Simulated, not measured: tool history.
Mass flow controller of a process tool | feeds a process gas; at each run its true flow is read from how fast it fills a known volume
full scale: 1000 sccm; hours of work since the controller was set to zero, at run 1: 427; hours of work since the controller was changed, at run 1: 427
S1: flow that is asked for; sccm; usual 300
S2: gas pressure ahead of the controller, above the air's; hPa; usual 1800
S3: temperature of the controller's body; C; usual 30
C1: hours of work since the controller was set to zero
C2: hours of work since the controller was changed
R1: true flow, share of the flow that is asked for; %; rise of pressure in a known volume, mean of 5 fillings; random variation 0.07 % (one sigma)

Run 1, day 0.000: usual settings; C1 427; C2 427. Result: R1 99.91 %.
Run 2, day 4.192: usual settings; C1 487; C2 487. Result: R1 100.00 %.
Run 3, day 12.196: usual settings; C1 603; C2 603. Result: R1 99.94 %.
Run 4, day 18.167: usual settings but S3 22 C; C1 690; C2 690. Result: R1 100.63 %.
Run 5, day 27.858: usual settings but S3 22 C; C1 830; C2 830. Result: R1 100.78 %.
Run 6, day 32.796: usual settings but S3 22 C; C1 902; C2 902. Result: R1 100.91 %.
Run 7, day 39.408: usual settings but S1 768 sccm, S2 1480 hPa, S3 34 C; C1 998; C2 998. Result: R1 99.97 %.
Run 8, day 44.858: usual settings but S1 579 sccm, S2 2470 hPa, S3 34 C; C1 1077; C2 1077. Result: R1 100.71 %.
Run 9, day 54.588: usual settings but S1 510 sccm, S2 1730 hPa, S3 23 C; C1 1218; C2 1218. Result: R1 100.65 %.
Run 10, day 62.917: usual settings but S1 875 sccm, S3 29 C; C1 1338; C2 1338. Result: R1 100.59 %.
Run 11, day 69.029: usual settings but S1 875 sccm, S3 29 C; C1 1427; C2 1427. Result: R1 100.77 %.
Run 12, day 74.667: usual settings but S1 875 sccm, S3 29 C; C1 1509; C2 1509. Result: R1 100.72 %.

Forecast each of these 4 alternatives for the next run:
Run A, day 80.792: usual settings but S1 216 sccm, S3 26 C; C1 1598; C2 1598. Result: R1 ?.
Run B, day 80.792: usual settings but S1 147 sccm, S3 23 C; C1 1598; C2 1598. Result: R1 ?.
Run C, day 80.792: usual settings but S1 875 sccm, S2 2230 hPa, S3 29 C; C1 1598; C2 1598. Result: R1 ?.
Run D, day 80.792: usual settings but S1 204 sccm, S3 29 C; C1 1598; C2 1598. Result: R1 ?.

run      R1
  A  101.82
  B  102.71
  C  101.13
  D  101.72
Without the tool's hidden state the same runs would have given:
run     R1
  A  99.39
  B  99.52
  C  99.93
  D  99.20
